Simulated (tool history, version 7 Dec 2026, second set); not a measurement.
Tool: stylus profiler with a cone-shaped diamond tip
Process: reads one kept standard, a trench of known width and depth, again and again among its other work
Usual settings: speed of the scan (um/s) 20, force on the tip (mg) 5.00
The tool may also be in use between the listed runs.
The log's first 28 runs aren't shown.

| run | day | speed of the scan (um/s) | force on the tip (mg) | scans with this tip | hours of work since the height scale was calibrated | depth of the trench (nm) | width of the trench's floor (µm) |
|---|---|---|---|---|---|---|---|
| 29 | 17.458 | 6 | 5.38 | 9268 | 68 | 203.92 | 47.86 |
| 30 | 18.071 | 75 | 4.02 | 9378 | 76 | 203.10 | 47.66 |
| 31 | 18.804 | 22 | 8.59 | 9509 | 87 | 205.25 | 47.84 |
| 32 | 19.371 | 22 | 8.59 | 9611 | 94 | 205.31 | 47.87 |
| 33 | 19.888 | 22 | 8.59 | 9703 | 102 | 205.31 | 47.82 |
| 34 | 20.571 | 47 | 5.23 | 9826 | 111 | 203.76 | 47.74 |
| 35 | 21.458 | 15 | 13.76 | 9986 | 123 | 207.29 | 47.87 |
| 36 | 22.183 | 15 | 5.78 | 10115 | 134 | 203.90 | 47.83 |
| 37 | 22.883 | 45 | 5.00 | 10241 | 143 | 203.68 | 47.73 |
| 38 | 23.308 | 45 | 5.00 | 10317 | 149 | 203.54 | 47.75 |
| 39 | 24.229 | 45 | 2.27 | 10482 | 162 | 202.12 | 47.72 |
| 40 | 25.138 | 66 | 3.55 | 10645 | 175 | 202.67 | 47.70 |
| 41 | 26.050 | 26 | 4.39 | 10809 | 187 | 203.31 | 47.79 |
| 42 | 26.771 | 26 | 4.39 | 10938 | 197 | 203.05 | 47.79 |
| 43 | 27.467 | 10 | 3.80 | 11063 | 207 | 202.87 | 47.84 |

Forecast each of these 4 alternatives for the next run:
| A | 28.012 | 9 | 5.10 | 11161 | 215 | ? | ? |
| B | 28.012 | 20 | 6.11 | 11161 | 215 | ? | ? |
| C | 28.012 | 9 | 5.00 | 11161 | 215 | ? | ? |
| D | 28.012 | 10 | 5.13 | 11161 | 215 | ? | ? |

| run | depth of the trench (nm) | width of the trench's floor (µm) |
|---|---|---|
| A | 203.73 | 47.87 |
| B | 204.10 | 47.83 |
| C | 203.55 | 47.85 |
| D | 203.71 | 47.87 |
Without the tool's hidden state the same runs would have given:
| run | depth of the trench (nm) | width of the trench's floor (µm) |
|---|---|---|
| A | 203.97 | 48.26 |
| B | 204.34 | 48.22 |
| C | 203.80 | 48.23 |
| D | 203.96 | 48.26 |
